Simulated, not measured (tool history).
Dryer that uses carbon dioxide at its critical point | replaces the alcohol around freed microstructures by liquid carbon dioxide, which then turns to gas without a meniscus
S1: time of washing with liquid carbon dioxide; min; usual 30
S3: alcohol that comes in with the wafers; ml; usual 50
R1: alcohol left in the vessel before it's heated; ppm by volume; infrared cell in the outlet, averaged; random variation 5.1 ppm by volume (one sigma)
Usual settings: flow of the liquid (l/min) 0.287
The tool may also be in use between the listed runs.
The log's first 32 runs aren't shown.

Run 33, hour 1003.5: usual settings but S1 41 min, flow of the liquid (l/min) 0.376. Result: R1 32 ppm by volume.
Run 34, hour 1045.3: usual settings but flow of the liquid (l/min) 0.363. Result: R1 48 ppm by volume.
Run 35, hour 1081.1: usual settings but flow of the liquid (l/min) 0.363. Result: R1 51 ppm by volume.
Run 36, hour 1123.7: usual settings but S1 48 min, flow of the liquid (l/min) 0.178, S3 45 ml. Result: R1 117 ppm by volume.
Run 37, hour 1163: usual settings but S1 48 min, flow of the liquid (l/min) 0.178, S3 45 ml. Result: R1 118 ppm by volume.
Run 38, hour 1182.1: usual settings but S1 42 min, S3 118 ml. Result: R1 73 ppm by volume.
Run 39, hour 1211.2: usual settings but S1 24 min, flow of the liquid (l/min) 0.485, S3 118 ml. Result: R1 80 ppm by volume.
Run 40, hour 1240.2: usual settings but S1 26 min, flow of the liquid (l/min) 0.326, S3 83 ml. Result: R1 205 ppm by volume.
Run 41, hour 1268.1: usual settings but S1 26 min, flow of the liquid (l/min) 0.326, S3 83 ml. Result: R1 222 ppm by volume.
Run 42, hour 1294.5: usual settings but flow of the liquid (l/min) 0.322. Result: R1 123 ppm by volume.
Run 43, hour 1317.3: usual settings but S1 28 min, flow of the liquid (l/min) 0.305, S3 44 ml. Result: R1 155 ppm by volume.

The next listed run, before its measurement:
Run 44, hour 1337.6: usual settings but S1 25 min, flow of the liquid (l/min) 0.343, S3 33 ml. Result: R1 ?.

Run 44 gave R1 143 ppm by volume.
Without the tool's hidden state the same run would have given R1 31 ppm by volume.
